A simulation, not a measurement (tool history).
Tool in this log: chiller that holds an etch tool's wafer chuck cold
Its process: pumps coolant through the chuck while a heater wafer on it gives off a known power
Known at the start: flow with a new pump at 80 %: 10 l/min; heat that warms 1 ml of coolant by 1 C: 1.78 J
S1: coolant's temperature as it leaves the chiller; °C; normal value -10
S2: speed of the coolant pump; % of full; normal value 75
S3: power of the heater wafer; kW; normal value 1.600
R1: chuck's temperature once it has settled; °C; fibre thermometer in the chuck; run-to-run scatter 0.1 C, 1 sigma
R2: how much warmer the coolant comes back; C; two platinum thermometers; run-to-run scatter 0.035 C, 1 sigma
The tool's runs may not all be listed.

{"run": 1, "hour": 0.0, "S1": -10, "S2": 75, "S3": 1.6, "R1": 7.4, "R2": 5.8}
{"run": 2, "hour": 209.1, "S1": -10, "S2": 75, "S3": 1.431, "R1": 5.6, "R2": 5.14}
{"run": 3, "hour": 308.5, "S1": -10, "S2": 75, "S3": 1.6, "R1": 7.4, "R2": 5.73}
{"run": 4, "hour": 444.5, "S1": -10, "S2": 72, "S3": 1.6, "R1": 8.1, "R2": 5.86}
{"run": 5, "hour": 621.0, "S1": -10, "S2": 72, "S3": 1.6, "R1": 8.0, "R2": 5.87}
{"run": 6, "hour": 809.1, "S1": -10, "S2": 72, "S3": 1.6, "R1": 8.0, "R2": 5.92}
{"run": 7, "hour": 930.7, "S1": -10, "S2": 97, "S3": 1.6, "R1": 4.2, "R2": 4.35}
{"hour": 962.4, "done": "chiller's thermometer calibrated"}
{"run": 8, "hour": 1116.2, "S1": -10, "S2": 97, "S3": 1.6, "R1": 4.3, "R2": 4.28}
{"run": 9, "hour": 1346.5, "S1": -10, "S2": 97, "S3": 1.6, "R1": 4.3, "R2": 4.31}
{"run": 10, "hour": 1512.6, "S1": -10, "S2": 97, "S3": 1.6, "R1": 4.4, "R2": 4.33}
{"run": 11, "hour": 1669.4, "S1": -10, "S2": 97, "S3": 1.6, "R1": 4.2, "R2": 4.29}
{"run": 12, "hour": 1809.3, "S1": -10, "S2": 97, "S3": 1.6, "R1": 4.3, "R2": 4.26}
{"run": 13, "hour": 2042.3, "S1": -10, "S2": 75, "S3": 1.6, "R1": 7.4, "R2": 5.49}
{"run": 14, "hour": 2269.8, "S1": -10, "S2": 75, "S3": 1.6, "R1": 7.6, "R2": 5.49}
{"run": 15, "hour": 2495.4, "S1": -10, "S2": 71, "S3": 1.6, "R1": 8.3, "R2": 5.76}
{"run": 16, "hour": 2722.4, "S1": -10, "S2": 71, "S3": 1.6, "R1": 8.4, "R2": 5.7}
{"run": 17, "hour": 2896.3, "S1": -10, "S2": 75, "S3": 1.6, "R1": 7.5, "R2": 5.4}
{"run": 18, "hour": 3084.6, "S1": -5, "S2": 75, "S3": 1.156, "R1": 7.7, "R2": 3.76}
{"run": 19, "hour": 3217.1, "S1": -10, "S2": 75, "S3": 1.049, "R1": 1.3, "R2": 3.36}
{"run": 20, "hour": 3314.1, "S1": -3, "S2": 75, "S3": 1.841, "R1": 17.1, "R2": 6.18}
{"run": 21, "hour": 3468.6, "S1": -1, "S2": 70, "S3": 1.841, "R1": 20.5, "R2": 6.7}
{"run": 22, "hour": 3675.6, "S1": -8, "S2": 75, "S3": 1.791, "R1": 11.6, "R2": 5.97}
{"run": 23, "hour": 3776.0, "S1": -8, "S2": 75, "S3": 1.791, "R1": 11.6, "R2": 5.94}
{"run": 24, "hour": 3879.8, "S1": -3, "S2": 75, "S3": 0.947, "R1": 7.3, "R2": 2.95}
{"hour": 3934.0, "done": "gauge calibrated"}
{"run": 25, "hour": 4026.1, "S1": -3, "S2": 79, "S3": 1.511, "R1": 13.1, "R2": 5.2}
{"run": 26, "hour": 4171.6, "S1": -3, "S2": 79, "S3": 1.511, "R1": 12.9, "R2": 5.14}
{"run": 27, "hour": 4399.1, "S1": -13, "S2": 75, "S3": 1.6, "R1": 4.6, "R2": 5.74}
{"run": 28, "hour": 4575.4, "S1": -10, "S2": 69, "S3": 1.6, "R1": 8.7, "R2": 6.1}
{"hour": 4588.0, "done": "chiller's thermometer calibrated"}
{"run": 29, "hour": 4783.3, "S1": -10, "S2": 69, "S3": 1.6, "R1": 8.5, "R2": 6.18}
{"run": 30, "hour": 4942.2, "S1": -10, "S2": 69, "S3": 1.6, "R1": 8.8, "R2": 6.09}
{"run": 31, "hour": 5144.6, "S1": -10, "S2": 69, "S3": 1.6, "R1": 8.7, "R2": 6.08}
{"run": 32, "hour": 5281.0, "S1": -13, "S2": 88, "S3": 1.6, "R1": 2.5, "R2": 4.76}
{"run": 33, "hour": 5499.7, "S1": -8, "S2": 87, "S3": 1.6, "R1": 7.4, "R2": 4.79}

Selected run-to-run steps in R2, each split into two signed amounts: the part the tool would show with no hidden state at all (from settings, incoming material and random variation), and the remainder, which goes to the hidden state together with any gauge scatter not common to the measured and the hidden-state-free results:
Hidden state present: heat passed by the chuck's channels, % of clean ones'; flow at a given pump speed, % of a new pump's; coolant's true temperature over the reading, C; drift of the gauge itself on chuck_c, C; drift of the gauge itself on warmer_back_c, C.
Run 1 -> 2: S3 1.600 -> 1.431. R2 -0.66 C: hidden state -0.03, all else -0.63.
Run 4 -> 5: nothing adjusted, nothing logged. R2 +0.01 C: hidden state -0.03, all else +0.04.
Run 19 -> 20: S1 -10 -> -3, S3 1.049 -> 1.841. R2 +2.82 C: hidden state +0.00, all else +2.82.
Run 23 -> 24: S1 -8 -> -3, S3 1.791 -> 0.947. R2 -2.99 C: hidden state -0.02, all else -2.97.
Run 24 -> 25: S2 75 -> 79, S3 0.947 -> 1.511, gauge calibrated. R2 +2.25 C: hidden state +0.48, all else +1.77.
